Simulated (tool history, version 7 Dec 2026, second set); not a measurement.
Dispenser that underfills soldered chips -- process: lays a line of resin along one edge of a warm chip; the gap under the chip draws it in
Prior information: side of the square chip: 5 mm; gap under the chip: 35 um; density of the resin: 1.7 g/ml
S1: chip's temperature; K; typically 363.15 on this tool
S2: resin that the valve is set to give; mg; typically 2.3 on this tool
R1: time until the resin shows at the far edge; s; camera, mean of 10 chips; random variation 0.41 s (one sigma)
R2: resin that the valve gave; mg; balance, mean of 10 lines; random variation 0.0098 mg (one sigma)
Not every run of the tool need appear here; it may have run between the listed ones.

Run 1, hour 0: usual settings. Result: R1 51.4 s, R2 2.251 mg.
At hour 4.6: new syringe of resin.
Run 2, hour 5.7: usual settings but S2 2.17 mg. Result: R1 29.8 s, R2 2.112 mg.
Run 3, hour 10.6: usual settings but S2 2.17 mg. Result: R1 40 s, R2 2.103 mg.
Run 4, hour 14.5: usual settings but S2 2.17 mg. Result: R1 51.3 s, R2 2.1 mg.
At hour 19.4: new syringe of resin.
Run 5, hour 20.4: usual settings but S2 2.87 mg. Result: R1 28.6 s, R2 2.778 mg.
Run 6, hour 24.4: usual settings but S2 2.71 mg. Result: R1 36.5 s, R2 2.63 mg.
Run 7, hour 27: usual settings but S2 2.71 mg. Result: R1 42.6 s, R2 2.616 mg.
Run 8, hour 30.5: usual settings but S2 2.71 mg. Result: R1 53.4 s, R2 2.618 mg.
At hour 34.1: new syringe of resin.
Run 9, hour 36.7: usual settings but S2 2.71 mg. Result: R1 31.1 s, R2 2.604 mg.
Run 10, hour 39.4: usual settings. Result: R1 37.9 s, R2 2.204 mg.
Run 11, hour 42.3: usual settings. Result: R1 45.1 s, R2 2.202 mg.
Run 12, hour 45.7: usual settings. Result: R1 54.8 s, R2 2.212 mg.
At hour 49.5: dispensing valve cleaned and set on the balance.
At hour 50: new syringe of resin.
Run 13, hour 50: usual settings. Result: R1 27.8 s, R2 2.303 mg.
Run 14, hour 53.3: usual settings but S1 364.15 K. Result: R1 32.7 s, R2 2.28 mg.
Run 15, hour 58.7: usual settings but S1 375.15 K. Result: R1 31.8 s, R2 2.28 mg.
Run 16, hour 62.3: usual settings but S1 350.15 K, S2 2.18 mg. Result: R1 97.6 s, R2 2.189 mg.
At hour 65: new syringe of resin.
Run 17, hour 66.9: usual settings but S1 350.15 K, S2 2.18 mg. Result: R1 49.9 s, R2 2.163 mg.
Run 18, hour 69.6: usual settings but S1 366.15 K, S2 2.64 mg. Result: R1 32.1 s, R2 2.632 mg.
Run 19, hour 74.7: usual settings but S1 366.15 K, S2 2.15 mg. Result: R1 46.8 s, R2 2.113 mg.
Run 20, hour 77.8: usual settings but S1 366.15 K, S2 2.15 mg. Result: R1 55.5 s, R2 2.143 mg.
At hour 79.9: new syringe of resin.
Run 21, hour 82.9: usual settings but S1 366.15 K, S2 2.15 mg. Result: R1 30.2 s, R2 2.136 mg.
Run 22, hour 88.4: usual settings but S1 359.15 K, S2 2.88 mg. Result: R1 52.1 s, R2 2.847 mg.
Run 23, hour 93.7: usual settings but S1 349.15 K, S2 2.43 mg. Result: R1 105.7 s, R2 2.395 mg.
At hour 94.9: new syringe of resin.
Run 24, hour 98.4: usual settings but S1 349.15 K, S2 2.87 mg. Result: R1 55.5 s, R2 2.837 mg.
Run 25, hour 101.6: usual settings but S1 377.15 K, S2 2.33 mg. Result: R1 25.9 s, R2 2.289 mg.
Run 26, hour 105.5: usual settings but S1 377.15 K, S2 2.33 mg. Result: R1 33 s, R2 2.295 mg.
At hour 110: new syringe of resin.
Run 27, hour 110.5: usual settings but S1 354.15 K, S2 2.08 mg. Result: R1 39.4 s, R2 2.047 mg.
Run 28, hour 115.4: usual settings but S1 372.15 K. Result: R1 28.1 s, R2 2.276 mg.
Run 29, hour 118.2: usual settings but S2 2.69 mg. Result: R1 44.8 s, R2 2.622 mg.
Run 30, hour 123: usual settings but S2 2.69 mg. Result: R1 60.7 s, R2 2.644 mg.

Hidden state or all else? Some run-to-run changes of R1, split into what the settings, what came in and random variation would give without the hidden state, and what is left for the hidden state (with any gauge scatter that isn't in both results):
Hidden state present: resin's viscosity, % of fresh resin's; dose that the valve gives, % of what is set; true chip temperature over the reading, C; drift of the gauge itself on fill_s, %; drift of the gauge itself on given_mg, %.
Run 15 -> 16: S1 375.15 -> 350.15, S2 2.3 -> 2.18. R1 +65.8 s: hidden state +38.4, all else +27.4.
Run 16 -> 17: new syringe of resin. R1 -47.7 s: hidden state -47.3, all else -0.4.
Run 22 -> 23: S1 359.15 -> 349.15, S2 2.88 -> 2.43. R1 +53.6 s: hidden state +39.2, all else +14.4.
Run 23 -> 24: S2 2.43 -> 2.87, new syringe of resin. R1 -50.2 s: hidden state -50, all else -0.2.
